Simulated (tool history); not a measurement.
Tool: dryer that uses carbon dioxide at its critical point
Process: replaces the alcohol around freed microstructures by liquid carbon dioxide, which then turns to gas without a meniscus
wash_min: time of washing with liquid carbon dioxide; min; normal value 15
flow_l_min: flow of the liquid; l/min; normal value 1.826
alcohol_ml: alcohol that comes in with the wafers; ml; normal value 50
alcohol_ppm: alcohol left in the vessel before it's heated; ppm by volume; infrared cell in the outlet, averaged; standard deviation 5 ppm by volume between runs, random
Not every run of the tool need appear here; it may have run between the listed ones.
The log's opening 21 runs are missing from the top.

{"run": 22, "day": 14.967, "wash_min": 12, "flow_l_min": 1.826, "alcohol_ml": 50, "alcohol_ppm": 215}
{"run": 23, "day": 15.792, "wash_min": 12, "flow_l_min": 1.826, "alcohol_ml": 50, "alcohol_ppm": 216}
{"run": 24, "day": 16.588, "wash_min": 15, "flow_l_min": 2.47, "alcohol_ml": 69, "alcohol_ppm": 94}
{"run": 25, "day": 17.458, "wash_min": 15, "flow_l_min": 2.47, "alcohol_ml": 69, "alcohol_ppm": 99}
{"run": 26, "day": 18.038, "wash_min": 14, "flow_l_min": 2.35, "alcohol_ml": 46, "alcohol_ppm": 97}
{"day": 18.512, "done": "inlet filter changed"}
{"run": 27, "day": 18.879, "wash_min": 11, "flow_l_min": 1.826, "alcohol_ml": 50, "alcohol_ppm": 240}
{"run": 28, "day": 19.433, "wash_min": 20, "flow_l_min": 1.826, "alcohol_ml": 50, "alcohol_ppm": 105}
{"run": 29, "day": 20.254, "wash_min": 20, "flow_l_min": 1.826, "alcohol_ml": 50, "alcohol_ppm": 108}
{"run": 30, "day": 20.658, "wash_min": 20, "flow_l_min": 3.03, "alcohol_ml": 40, "alcohol_ppm": 92}
{"run": 31, "day": 21.338, "wash_min": 20, "flow_l_min": 3.03, "alcohol_ml": 40, "alcohol_ppm": 87}
{"run": 32, "day": 22.15, "wash_min": 15, "flow_l_min": 1.826, "alcohol_ml": 28, "alcohol_ppm": 114}
{"run": 33, "day": 23.033, "wash_min": 12, "flow_l_min": 1.59, "alcohol_ml": 27, "alcohol_ppm": 213}
{"run": 34, "day": 23.804, "wash_min": 12, "flow_l_min": 1.18, "alcohol_ml": 94, "alcohol_ppm": 1301}
{"run": 35, "day": 24.358, "wash_min": 15, "flow_l_min": 1.26, "alcohol_ml": 81, "alcohol_ppm": 499}
{"run": 36, "day": 24.883, "wash_min": 22, "flow_l_min": 2.34, "alcohol_ml": 46, "alcohol_ppm": 108}
{"run": 37, "day": 25.788, "wash_min": 22, "flow_l_min": 1.27, "alcohol_ml": 57, "alcohol_ppm": 150}
{"run": 38, "day": 26.633, "wash_min": 14, "flow_l_min": 2.36, "alcohol_ml": 39, "alcohol_ppm": 114}
{"run": 39, "day": 27.392, "wash_min": 14, "flow_l_min": 2.36, "alcohol_ml": 39, "alcohol_ppm": 122}
{"run": 40, "day": 27.904, "wash_min": 14, "flow_l_min": 1.65, "alcohol_ml": 30, "alcohol_ppm": 175}
{"run": 41, "day": 28.321, "wash_min": 15, "flow_l_min": 1.56, "alcohol_ml": 83, "alcohol_ppm": 267}
{"run": 42, "day": 28.838, "wash_min": 21, "flow_l_min": 1.826, "alcohol_ml": 58, "alcohol_ppm": 109}
{"run": 43, "day": 29.35, "wash_min": 21, "flow_l_min": 1.826, "alcohol_ml": 58, "alcohol_ppm": 112}

3 ways to go on from here, each from the tool as it stands after run 43. What would each give?
{"run": "A", "day": 29.954, "wash_min": 15, "flow_l_min": 2.74, "alcohol_ml": 22, "alcohol_ppm": "?"}
{"run": "B", "day": 29.954, "wash_min": 14, "flow_l_min": 1.826, "alcohol_ml": 24, "alcohol_ppm": "?"}
{"run": "C", "day": 29.954, "wash_min": 15, "flow_l_min": 1.826, "alcohol_ml": 56, "alcohol_ppm": "?"}

run=A alcohol_ppm=114
run=B alcohol_ppm=133
run=C alcohol_ppm=162
Had the tool no hidden state, the same runs would have come out as:
run=A alcohol_ppm=7
run=B alcohol_ppm=16
run=C alcohol_ppm=39

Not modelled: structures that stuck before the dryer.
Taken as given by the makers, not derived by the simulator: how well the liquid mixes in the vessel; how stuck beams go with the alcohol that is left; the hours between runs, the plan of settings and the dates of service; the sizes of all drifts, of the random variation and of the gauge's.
